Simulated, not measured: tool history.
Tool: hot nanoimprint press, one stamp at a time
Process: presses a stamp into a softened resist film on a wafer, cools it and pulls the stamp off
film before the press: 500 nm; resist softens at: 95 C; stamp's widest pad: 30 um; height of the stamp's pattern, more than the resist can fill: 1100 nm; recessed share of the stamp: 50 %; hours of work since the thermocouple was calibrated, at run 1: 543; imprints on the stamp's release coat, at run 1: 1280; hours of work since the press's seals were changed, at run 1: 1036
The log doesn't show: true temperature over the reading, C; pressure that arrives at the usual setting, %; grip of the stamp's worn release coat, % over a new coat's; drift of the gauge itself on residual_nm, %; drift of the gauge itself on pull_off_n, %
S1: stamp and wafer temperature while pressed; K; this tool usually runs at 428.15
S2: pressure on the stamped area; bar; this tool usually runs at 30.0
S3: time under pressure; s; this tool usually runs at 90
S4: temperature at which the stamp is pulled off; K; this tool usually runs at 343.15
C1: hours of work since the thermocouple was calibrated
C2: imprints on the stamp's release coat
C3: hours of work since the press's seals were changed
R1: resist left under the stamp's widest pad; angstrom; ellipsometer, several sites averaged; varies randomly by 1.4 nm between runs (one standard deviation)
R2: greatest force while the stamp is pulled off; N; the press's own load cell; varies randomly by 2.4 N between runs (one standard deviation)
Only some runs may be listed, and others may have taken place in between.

Run 1, hour 0.0: usual settings; C1 543; C2 1280; C3 1036. Result: R1 2551 angstrom, R2 159 N.
At hour 79.1: plate thermocouple calibrated.
Run 2, hour 79.1: usual settings; C1 0; C2 1710; C3 1094. Result: R1 2699 angstrom, R2 182 N.
At hour 106.6: stamp cleaned and given a new release coat.
Run 3, hour 158.6: usual settings; C1 56; C2 294; C3 1150. Result: R1 2751 angstrom, R2 123 N.
Run 4, hour 225.5: usual settings; C1 107; C2 673; C3 1201. Result: R1 2744 angstrom, R2 131 N.
Run 5, hour 271.2: usual settings but S1 429.15 K; C1 142; C2 932; C3 1236. Result: R1 2617 angstrom, R2 149 N.
At hour 293.4: plate thermocouple calibrated, once more.
Run 6, hour 348.5: usual settings but S1 429.15 K, S3 148 s; C1 42; C2 1352; C3 1293. Result: R1 1874 angstrom, R2 151 N.
At hour 379.6: press's hydraulic seals changed and the load cell set to zero.
At hour 448.0: stamp cleaned and given a new release coat.
Run 7, hour 448.0: usual settings but S1 429.15 K, S3 148 s; C1 107; C2 0; C3 48. Result: R1 1795 angstrom, R2 111 N.
Run 8, hour 537.0: usual settings; C1 175; C2 504; C3 116. Result: R1 2356 angstrom, R2 129 N.
Run 9, hour 611.4: usual settings but S4 330.15 K; C1 232; C2 925; C3 172. Result: R1 2372 angstrom, R2 179 N.
Run 10, hour 706.9: usual settings; C1 305; C2 1465; C3 245. Result: R1 2412 angstrom, R2 160 N.
At hour 778.0: stamp cleaned and given a new release coat.
Run 11, hour 808.5: usual settings; C1 378; C2 172; C3 318. Result: R1 2428 angstrom, R2 114 N.
Run 12, hour 866.5: usual settings; C1 422; C2 500; C3 362. Result: R1 2446 angstrom, R2 124 N.
Run 13, hour 953.6: usual settings but S3 81 s; C1 489; C2 994; C3 429. Result: R1 2568 angstrom, R2 151 N.
Run 14, hour 1033.8: usual settings but S3 81 s; C1 550; C2 1448; C3 490. Result: R1 2567 angstrom, R2 167 N.
Run 15, hour 1082.8: usual settings but S3 81 s; C1 587; C2 1725; C3 528. Result: R1 2618 angstrom, R2 178 N.
At hour 1102.6: plate thermocouple calibrated.
At hour 1117.4: stamp cleaned and given a new release coat.
Run 16, hour 1179.9: usual settings but S1 439.15 K, S2 18.8 bar, S3 131 s, S4 345.15 K; C1 54; C2 353; C3 595. Result: R1 1386 angstrom, R2 112 N.
Run 17, hour 1228.4: usual settings but S1 439.15 K, S2 18.8 bar, S3 131 s, S4 345.15 K; C1 91; C2 628; C3 632. Result: R1 1395 angstrom, R2 124 N.
Run 18, hour 1324.6: usual settings but S2 47.3 bar, S3 126 s, S4 345.15 K; C1 165; C2 1172; C3 705. Result: R1 1698 angstrom, R2 139 N.
Run 19, hour 1394.2: usual settings but S1 437.15 K, S3 78 s; C1 218; C2 1566; C3 758. Result: R1 1602 angstrom, R2 160 N.
At hour 1451.7: stamp cleaned and given a new release coat.
Run 20, hour 1453.6: usual settings but S1 437.15 K, S3 78 s; C1 259; C2 10; C3 799. Result: R1 1616 angstrom, R2 114 N.
Run 21, hour 1550.5: usual settings but S4 339.15 K; C1 333; C2 558; C3 873. Result: R1 2444 angstrom, R2 137 N.
Run 22, hour 1590.8: usual settings but S4 339.15 K; C1 363; C2 787; C3 904. Result: R1 2445 angstrom, R2 151 N.
Run 23, hour 1676.3: usual settings but S1 425.15 K, S2 43.6 bar, S3 54 s, S4 342.15 K; C1 429; C2 1270; C3 969. Result: R1 3001 angstrom, R2 158 N.
Run 24, hour 1770.4: usual settings but S1 425.15 K, S2 43.6 bar, S3 54 s, S4 342.15 K; C1 501; C2 1803; C3 1041. Result: R1 3072 angstrom, R2 174 N.
At hour 1782.1: stamp cleaned and given a new release coat.
Run 25, hour 1853.2: usual settings but S1 439.15 K, S2 43.6 bar, S3 115 s, S4 342.15 K; C1 559; C2 402; C3 1100. Result: R1 1108 angstrom, R2 130 N.
At hour 1908.3: plate thermocouple calibrated.
Run 26, hour 1953.0: usual settings but S1 439.15 K, S2 22.5 bar, S3 60 s, S4 345.15 K; C1 34; C2 949; C3 1173. Result: R1 1812 angstrom, R2 132 N.
Run 27, hour 2039.7: usual settings but S2 44.3 bar, S4 339.15 K; C1 100; C2 1440; C3 1240. Result: R1 2030 angstrom, R2 170 N.
Run 28, hour 2085.0: usual settings but S2 44.3 bar, S4 339.15 K; C1 135; C2 1697; C3 1274. Result: R1 2078 angstrom, R2 182 N.
At hour 2114.5: stamp cleaned and given a new release coat.
At hour 2143.9: press's hydraulic seals changed and the load cell set to zero.
Run 29, hour 2158.9: usual settings but S2 44.3 bar, S3 54 s, S4 339.15 K; C1 181; C2 207; C3 11. Result: R1 2382 angstrom, R2 127 N.

Branching from run 29: 3 alternative next runs. What would each branch give?
Run A, hour 2198.6: usual settings but S1 431.15 K; C1 211; C2 431; C3 42. Result: R1 ?, R2 ?.
Run B, hour 2198.6: usual settings but S2 43.3 bar, S3 54 s, S4 339.15 K; C1 211; C2 431; C3 42. Result: R1 ?, R2 ?.
Run C, hour 2198.6: usual settings but S2 27.9 bar, S3 126 s, S4 335.15 K; C1 211; C2 431; C3 42. Result: R1 ?, R2 ?.

run    R1   R2
  A  1994  119
  B  2413  132
  C  2090  143
Had the tool no hidden state, the same runs would have come out as:
run    R1   R2
  A  1936  104
  B  2344  115
  C  2027  125
